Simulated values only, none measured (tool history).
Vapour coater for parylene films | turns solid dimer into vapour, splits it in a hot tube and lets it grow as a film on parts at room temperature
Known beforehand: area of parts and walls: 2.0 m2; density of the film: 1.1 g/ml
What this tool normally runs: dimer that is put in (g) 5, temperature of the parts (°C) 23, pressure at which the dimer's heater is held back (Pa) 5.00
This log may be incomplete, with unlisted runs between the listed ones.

run   hour  dimer that is put in (g)  temperature of the parts (°C)  pressure at which the dimer's heater is held back (Pa)  thickness of the film (um)
  1    0.0                         5                             23                                                    5.00                       0.966
  2   43.9                         2                             23                                                    5.00                       0.382
      59.2  -- trap's valve overhauled
  3   98.9                         2                             23                                                    5.00                       0.445
  4  130.1                         5                             22                                                    5.00                       1.115
  5  179.3                         5                             23                                                    3.77                       1.140
  6  223.5                         5                             23                                                    3.77                       1.141
  7  256.1                         5                             23                                                    3.77                       1.157
     260.7  -- table's thermometer calibrated
  8  287.3                         5                             23                                                    5.00                       1.052
  9  319.6                         5                             23                                                    2.17                       1.249
 10  359.2                         5                             23                                                    3.62                       1.119
 11  380.0                         3                             25                                                    5.00                       0.601
 12  426.4                         4                             25                                                    5.00                       0.808
 13  449.3                         7                             32                                                    2.52                       1.356
     467.6  -- table's thermometer calibrated, once more
 14  484.3                         5                             29                                                    2.52                       1.092
 15  515.1                         4                             25                                                    2.24                       0.973
 16  550.9                         4                             16                                                   10.18                       0.893
 17  577.7                         9                             27                                                   11.35                       1.482
 18  621.8                         9                             27                                                   11.35                       1.479

Selected run-to-run steps in thickness of the film (um), each split into two signed amounts: the part the tool would show with no hidden state at all (from settings, incoming material and random variation), and the remainder, which goes to the hidden state together with any gauge scatter not common to the measured and the hidden-state-free results:
Unlogged tool condition in this case: vapour lost through the trap's worn valve, %; true temperature of the parts over the reading, C; drift of the gauge itself on film_um, %.
Run 1 -> 2: dimer that is put in (g) 5 -> 2. thickness of the film (um) -0.584: hidden state +0.096, all else -0.680.
Run 3 -> 4: dimer that is put in (g) 2 -> 5, temperature of the parts (°C) 23 -> 22. thickness of the film (um) +0.670: hidden state -0.024, all else +0.694.
